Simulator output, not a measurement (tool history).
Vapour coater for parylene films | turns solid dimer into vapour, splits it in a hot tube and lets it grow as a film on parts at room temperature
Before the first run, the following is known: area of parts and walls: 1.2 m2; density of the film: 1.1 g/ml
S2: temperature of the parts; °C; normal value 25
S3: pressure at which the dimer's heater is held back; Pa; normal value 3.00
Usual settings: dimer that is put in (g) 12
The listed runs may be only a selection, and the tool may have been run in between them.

{"run": 1, "hour": 0.0, "dimer that is put in (g)": 12, "S2": 25, "S3": 3.0, "thickness of the film (nm)": 7230}
{"run": 2, "hour": 61.5, "dimer that is put in (g)": 12, "S2": 25, "S3": 3.0, "thickness of the film (nm)": 7040}
{"run": 3, "hour": 112.6, "dimer that is put in (g)": 12, "S2": 25, "S3": 3.0, "thickness of the film (nm)": 7030}
{"run": 4, "hour": 149.9, "dimer that is put in (g)": 16, "S2": 25, "S3": 3.0, "thickness of the film (nm)": 9180}
{"hour": 207.0, "done": "trap's valve overhauled"}
{"run": 5, "hour": 214.2, "dimer that is put in (g)": 16, "S2": 25, "S3": 3.0, "thickness of the film (nm)": 9850}
{"run": 6, "hour": 281.5, "dimer that is put in (g)": 16, "S2": 25, "S3": 3.0, "thickness of the film (nm)": 9730}
{"run": 7, "hour": 344.1, "dimer that is put in (g)": 16, "S2": 25, "S3": 3.0, "thickness of the film (nm)": 9560}
{"hour": 362.9, "done": "table's thermometer calibrated"}
{"run": 8, "hour": 385.5, "dimer that is put in (g)": 16, "S2": 25, "S3": 3.0, "thickness of the film (nm)": 9870}
{"run": 9, "hour": 459.6, "dimer that is put in (g)": 16, "S2": 25, "S3": 4.09, "thickness of the film (nm)": 9320}
{"run": 10, "hour": 520.0, "dimer that is put in (g)": 16, "S2": 25, "S3": 4.09, "thickness of the film (nm)": 8990}
{"run": 11, "hour": 567.6, "dimer that is put in (g)": 12, "S2": 25, "S3": 2.94, "thickness of the film (nm)": 7230}
{"run": 12, "hour": 648.7, "dimer that is put in (g)": 18, "S2": 23, "S3": 6.48, "thickness of the film (nm)": 9930}
{"hour": 687.1, "done": "trap's valve overhauled"}
{"run": 13, "hour": 708.0, "dimer that is put in (g)": 20, "S2": 22, "S3": 3.0, "thickness of the film (nm)": 14310}
{"run": 14, "hour": 766.7, "dimer that is put in (g)": 12, "S2": 25, "S3": 3.73, "thickness of the film (nm)": 7120}
{"run": 15, "hour": 847.3, "dimer that is put in (g)": 12, "S2": 21, "S3": 11.83, "thickness of the film (nm)": 6530}
{"run": 16, "hour": 898.3, "dimer that is put in (g)": 5, "S2": 20, "S3": 4.32, "thickness of the film (nm)": 3480}
{"run": 17, "hour": 967.8, "dimer that is put in (g)": 5, "S2": 25, "S3": 9.04, "thickness of the film (nm)": 2390}
{"run": 18, "hour": 1020.8, "dimer that is put in (g)": 5, "S2": 25, "S3": 9.04, "thickness of the film (nm)": 2330}
{"run": 19, "hour": 1101.6, "dimer that is put in (g)": 5, "S2": 25, "S3": 9.04, "thickness of the film (nm)": 2320}

Branching from run 19: 4 alternative next runs. What would each branch give?
{"hour": 1167.4, "done": "trap's valve overhauled"}
{"run": "A", "hour": 1167.8, "dimer that is put in (g)": 21, "S2": 25, "S3": 4.04, "thickness of the film (nm)": "?"}
{"hour": 1167.4, "done": "trap's valve overhauled"}
{"run": "B", "hour": 1167.8, "dimer that is put in (g)": 8, "S2": 25, "S3": 4.29, "thickness of the film (nm)": "?"}
{"hour": 1167.4, "done": "trap's valve overhauled"}
{"run": "C", "hour": 1167.8, "dimer that is put in (g)": 6, "S2": 28, "S3": 2.46, "thickness of the film (nm)": "?"}
{"hour": 1167.4, "done": "trap's valve overhauled"}
{"run": "D", "hour": 1167.8, "dimer that is put in (g)": 5, "S2": 23, "S3": 3.01, "thickness of the film (nm)": "?"}

run=A thickness_of_the_film_(nm)=12220
run=B thickness_of_the_film_(nm)=4520
run=C thickness_of_the_film_(nm)=3390
run=D thickness_of_the_film_(nm)=3380
With no hidden state in the tool, these same runs would have given:
run=A thickness_of_the_film_(nm)=12690
run=B thickness_of_the_film_(nm)=4700
run=C thickness_of_the_film_(nm)=3530
run=D thickness_of_the_film_(nm)=3510

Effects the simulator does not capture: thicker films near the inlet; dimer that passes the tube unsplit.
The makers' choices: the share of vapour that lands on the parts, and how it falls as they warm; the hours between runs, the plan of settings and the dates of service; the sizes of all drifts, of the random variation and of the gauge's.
